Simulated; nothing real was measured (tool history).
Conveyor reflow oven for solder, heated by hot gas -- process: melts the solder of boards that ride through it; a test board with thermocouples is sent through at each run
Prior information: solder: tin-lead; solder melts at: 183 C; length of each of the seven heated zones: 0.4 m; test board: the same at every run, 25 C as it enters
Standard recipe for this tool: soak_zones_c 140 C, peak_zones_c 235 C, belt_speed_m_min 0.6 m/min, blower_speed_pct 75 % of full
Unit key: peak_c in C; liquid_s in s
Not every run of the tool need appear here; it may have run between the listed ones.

{"run": 1, "day": 0.0, "soak_zones_c": 140, "peak_zones_c": 235, "belt_speed_m_min": 0.6, "blower_speed_pct": 75, "peak_c": 219.7, "liquid_s": 63.5}
{"run": 2, "day": 0.579, "soak_zones_c": 140, "peak_zones_c": 235, "belt_speed_m_min": 0.6, "blower_speed_pct": 75, "peak_c": 219.4, "liquid_s": 63.4}
{"run": 3, "day": 1.083, "soak_zones_c": 140, "peak_zones_c": 235, "belt_speed_m_min": 0.6, "blower_speed_pct": 73, "peak_c": 219.3, "liquid_s": 63}
{"run": 4, "day": 1.5, "soak_zones_c": 140, "peak_zones_c": 235, "belt_speed_m_min": 0.6, "blower_speed_pct": 73, "peak_c": 219.2, "liquid_s": 63}
{"day": 1.754, "done": "flux residue cleaned out of gas plates and filters"}
{"run": 5, "day": 2.054, "soak_zones_c": 140, "peak_zones_c": 235, "belt_speed_m_min": 0.6, "blower_speed_pct": 73, "peak_c": 218.9, "liquid_s": 62.3}
{"run": 6, "day": 2.446, "soak_zones_c": 140, "peak_zones_c": 235, "belt_speed_m_min": 0.6, "blower_speed_pct": 73, "peak_c": 218.5, "liquid_s": 62.2}
{"run": 7, "day": 2.967, "soak_zones_c": 140, "peak_zones_c": 235, "belt_speed_m_min": 0.6, "blower_speed_pct": 73, "peak_c": 217.8, "liquid_s": 62.3}
{"run": 8, "day": 3.308, "soak_zones_c": 140, "peak_zones_c": 235, "belt_speed_m_min": 0.6, "blower_speed_pct": 83, "peak_c": 219.9, "liquid_s": 63.7}
{"run": 9, "day": 3.721, "soak_zones_c": 148, "peak_zones_c": 235, "belt_speed_m_min": 0.6, "blower_speed_pct": 83, "peak_c": 221.1, "liquid_s": 67.4}
{"run": 10, "day": 4.383, "soak_zones_c": 140, "peak_zones_c": 235, "belt_speed_m_min": 0.652, "blower_speed_pct": 78, "peak_c": 216.5, "liquid_s": 55.3}
{"day": 4.692, "done": "flux residue cleaned out of gas plates and filters, once more"}
{"run": 11, "day": 5.308, "soak_zones_c": 140, "peak_zones_c": 235, "belt_speed_m_min": 0.652, "blower_speed_pct": 78, "peak_c": 218.2, "liquid_s": 57.4}
{"run": 12, "day": 5.996, "soak_zones_c": 140, "peak_zones_c": 235, "belt_speed_m_min": 0.688, "blower_speed_pct": 69, "peak_c": 214.8, "liquid_s": 51}

The logged runs with the hidden state left out (each run's random variation unchanged):
Hidden state at play: heat that the gas passes to the board, % of a clean oven's; belt's true speed, % of the reading; true gas temperature in zones 6 and 7 over the reading, C; drift of the gauge itself on peak_c, C; drift of the gauge itself on liquid_s, %.
run=1 peak_c=221.6 liquid_s=64.8
run=2 peak_c=221.4 liquid_s=64.8
run=3 peak_c=221.4 liquid_s=64.4
run=4 peak_c=221.3 liquid_s=64.5
run=5 peak_c=221.8 liquid_s=64.4
run=6 peak_c=221.4 liquid_s=64.4
run=7 peak_c=220.8 liquid_s=64.5
run=8 peak_c=222.9 liquid_s=65.8
run=9 peak_c=224 liquid_s=69.2
run=10 peak_c=219.8 liquid_s=57.9
run=11 peak_c=219.5 liquid_s=57.9
run=12 peak_c=216.1 liquid_s=51.7

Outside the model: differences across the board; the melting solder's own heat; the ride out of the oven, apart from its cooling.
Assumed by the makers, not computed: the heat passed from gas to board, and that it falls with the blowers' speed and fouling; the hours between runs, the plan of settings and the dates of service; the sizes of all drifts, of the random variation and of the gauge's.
